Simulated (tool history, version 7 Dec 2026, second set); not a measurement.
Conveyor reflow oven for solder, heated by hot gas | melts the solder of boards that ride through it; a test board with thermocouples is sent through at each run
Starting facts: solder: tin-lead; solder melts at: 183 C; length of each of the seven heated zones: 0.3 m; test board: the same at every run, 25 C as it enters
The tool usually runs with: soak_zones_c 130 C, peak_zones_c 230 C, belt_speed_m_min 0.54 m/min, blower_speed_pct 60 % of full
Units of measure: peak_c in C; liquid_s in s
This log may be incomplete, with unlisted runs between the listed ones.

run 1 hour=0 | soak_zones_c=130 peak_zones_c=230 belt_speed_m_min=0.54 blower_speed_pct=60 | peak_c=208.8 liquid_s=40.4
run 2 hour=9.9 | soak_zones_c=130 peak_zones_c=230 belt_speed_m_min=0.449 blower_speed_pct=60 | peak_c=214.8 liquid_s=57.1
run 3 hour=27.7 | soak_zones_c=130 peak_zones_c=230 belt_speed_m_min=0.449 blower_speed_pct=60 | peak_c=215.4 liquid_s=56.4
run 4 hour=44.8 | soak_zones_c=130 peak_zones_c=230 belt_speed_m_min=0.449 blower_speed_pct=60 | peak_c=215.5 liquid_s=56.4
run 5 hour=60.7 | soak_zones_c=130 peak_zones_c=222 belt_speed_m_min=0.54 blower_speed_pct=60 | peak_c=202.1 liquid_s=33.4
run 6 hour=72.2 | soak_zones_c=130 peak_zones_c=222 belt_speed_m_min=0.54 blower_speed_pct=60 | peak_c=202.3 liquid_s=33.5
run 7 hour=91.7 | soak_zones_c=130 peak_zones_c=222 belt_speed_m_min=0.54 blower_speed_pct=60 | peak_c=200.8 liquid_s=33.6
run 8 hour=108.6 | soak_zones_c=130 peak_zones_c=222 belt_speed_m_min=0.54 blower_speed_pct=60 | peak_c=200.8 liquid_s=33.6
run 9 hour=127.8 | soak_zones_c=130 peak_zones_c=222 belt_speed_m_min=0.54 blower_speed_pct=60 | peak_c=201.5 liquid_s=32
run 10 hour=138.8 | soak_zones_c=130 peak_zones_c=222 belt_speed_m_min=0.54 blower_speed_pct=60 | peak_c=201.5 liquid_s=33.1
run 11 hour=157.4 | soak_zones_c=130 peak_zones_c=222 belt_speed_m_min=0.618 blower_speed_pct=60 | peak_c=196.2 liquid_s=22.6
run 12 hour=172.7 | soak_zones_c=130 peak_zones_c=222 belt_speed_m_min=0.618 blower_speed_pct=60 | peak_c=195.4 liquid_s=22.7
run 13 hour=181.6 | soak_zones_c=130 peak_zones_c=234 belt_speed_m_min=0.618 blower_speed_pct=60 | peak_c=205.3 liquid_s=31.1
-- hour=190.7 flux residue cleaned out of gas plates and filters
run 14 hour=200.7 | soak_zones_c=130 peak_zones_c=234 belt_speed_m_min=0.618 blower_speed_pct=60 | peak_c=207.1 liquid_s=34.1
run 15 hour=211.9 | soak_zones_c=130 peak_zones_c=219 belt_speed_m_min=0.474 blower_speed_pct=66 | peak_c=205.2 liquid_s=45.2
run 16 hour=225.4 | soak_zones_c=130 peak_zones_c=235 belt_speed_m_min=0.474 blower_speed_pct=60 | peak_c=217.7 liquid_s=54.8
run 17 hour=237.4 | soak_zones_c=130 peak_zones_c=244 belt_speed_m_min=0.63 blower_speed_pct=65 | peak_c=214.6 liquid_s=39.2
run 18 hour=256.2 | soak_zones_c=119 peak_zones_c=230 belt_speed_m_min=0.54 blower_speed_pct=76 | peak_c=210.9 liquid_s=39.7
run 19 hour=273.8 | soak_zones_c=119 peak_zones_c=228 belt_speed_m_min=0.54 blower_speed_pct=77 | peak_c=208.2 liquid_s=37.9
run 20 hour=289.6 | soak_zones_c=125 peak_zones_c=228 belt_speed_m_min=0.518 blower_speed_pct=70 | peak_c=209.1 liquid_s=42.6
run 21 hour=303.5 | soak_zones_c=129 peak_zones_c=223 belt_speed_m_min=0.484 blower_speed_pct=58 | peak_c=205.7 liquid_s=43.4
run 22 hour=318.3 | soak_zones_c=129 peak_zones_c=223 belt_speed_m_min=0.484 blower_speed_pct=58 | peak_c=205.6 liquid_s=43.9
run 23 hour=334.2 | soak_zones_c=139 peak_zones_c=233 belt_speed_m_min=0.584 blower_speed_pct=62 | peak_c=210.7 liquid_s=40.8
run 24 hour=348.9 | soak_zones_c=139 peak_zones_c=244 belt_speed_m_min=0.555 blower_speed_pct=55 | peak_c=219.7 liquid_s=49.6
run 25 hour=363.4 | soak_zones_c=130 peak_zones_c=230 belt_speed_m_min=0.54 blower_speed_pct=65 | peak_c=209.3 liquid_s=42.9
run 26 hour=375.7 | soak_zones_c=130 peak_zones_c=230 belt_speed_m_min=0.493 blower_speed_pct=65 | peak_c=213.4 liquid_s=49.4

Forecast each of these 5 alternatives for the next run:
run A hour=393.1 | soak_zones_c=127 peak_zones_c=230 belt_speed_m_min=0.54 blower_speed_pct=66 | peak_c=? liquid_s=?
run B hour=393.1 | soak_zones_c=130 peak_zones_c=230 belt_speed_m_min=0.583 blower_speed_pct=60 | peak_c=? liquid_s=?
run C hour=393.1 | soak_zones_c=123 peak_zones_c=239 belt_speed_m_min=0.493 blower_speed_pct=82 | peak_c=? liquid_s=?
run D hour=393.1 | soak_zones_c=130 peak_zones_c=230 belt_speed_m_min=0.493 blower_speed_pct=74 | peak_c=? liquid_s=?
run E hour=393.1 | soak_zones_c=130 peak_zones_c=229 belt_speed_m_min=0.493 blower_speed_pct=65 | peak_c=? liquid_s=?

run=A peak_c=208.8 liquid_s=40.6
run=B peak_c=205.4 liquid_s=34.5
run=C peak_c=222.4 liquid_s=52.9
run=D peak_c=213.9 liquid_s=50.8
run=E peak_c=211.5 liquid_s=47.7
Take away the tool's hidden state, keep each run's random variation, and the runs would have read:
run=A peak_c=210.9 liquid_s=42.2
run=B peak_c=207.5 liquid_s=36.2
run=C peak_c=224.7 liquid_s=53.9
run=D peak_c=216 liquid_s=52.1
run=E peak_c=213.5 liquid_s=49.1

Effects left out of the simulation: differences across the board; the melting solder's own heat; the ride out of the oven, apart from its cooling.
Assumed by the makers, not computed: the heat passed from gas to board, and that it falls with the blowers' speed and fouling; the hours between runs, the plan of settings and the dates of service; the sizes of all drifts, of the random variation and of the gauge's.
